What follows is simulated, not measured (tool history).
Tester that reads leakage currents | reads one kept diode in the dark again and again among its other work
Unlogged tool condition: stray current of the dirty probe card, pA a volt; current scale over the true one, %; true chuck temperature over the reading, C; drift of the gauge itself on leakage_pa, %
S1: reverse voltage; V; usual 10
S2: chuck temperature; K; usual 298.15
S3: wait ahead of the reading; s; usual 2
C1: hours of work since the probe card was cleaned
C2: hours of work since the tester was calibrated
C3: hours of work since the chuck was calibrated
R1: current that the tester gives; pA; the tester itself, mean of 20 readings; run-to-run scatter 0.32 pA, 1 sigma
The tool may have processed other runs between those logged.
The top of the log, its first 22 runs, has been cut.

run,hour,S1,S2,S3,C1,C2,C3,R1
23,913,1.9,302.15,2,2147,132,848,60.33
24,951.6,1.9,302.15,2,2173,158,874,60.55
25,989.5,1.9,302.15,2,2198,183,899,60.37
26,1049,1.9,302.15,2,2237,222,938,60.18
27,1099.6,19,308.15,1.21,2271,256,972,282.58
28,1156.2,19,308.15,1,2309,293,1009,283.39
29,1188.9,19,308.15,1,2330,315,1031,282.52
30,1222.6,19,308.15,1,2353,338,1054,281.61
31,1251.9,19,308.15,1,2372,357,1073,283.9
32,1285.3,1.3,323.15,2,2394,379,1095,207.54
33,1330.8,10,304.15,2,2424,409,1125,153.36
34,1368.5,2.2,295.15,0.41,2450,434,1150,39.61
35,1406.2,2.2,295.15,1.38,2475,459,1175,38.18
36,1449.2,4.2,314.15,7.62,2503,488,1204,198.68
37,1480.7,4.2,314.15,4.21,2524,509,1225,198.98
38,1533.3,9,312.15,2.04,2559,544,1260,251.16
39,1593.7,9,312.15,2.04,2599,584,1300,250.12
40,1627.6,5.5,298.15,3.95,2622,606,1322,73.55

Forecast each of these 3 alternatives for the next run:
A,1666.7,5.5,298.15,2.51,2648,632,1348,?
B,1666.7,15.9,311.15,3.95,2648,632,1348,?
C,1666.7,6.9,323.15,5.36,2648,632,1348,?

run,R1
A,73.27
B,306.43
C,452.06
What these runs would have given with no unlogged condition in the tool:
run,R1
A,77.5
B,326.41
C,489.76
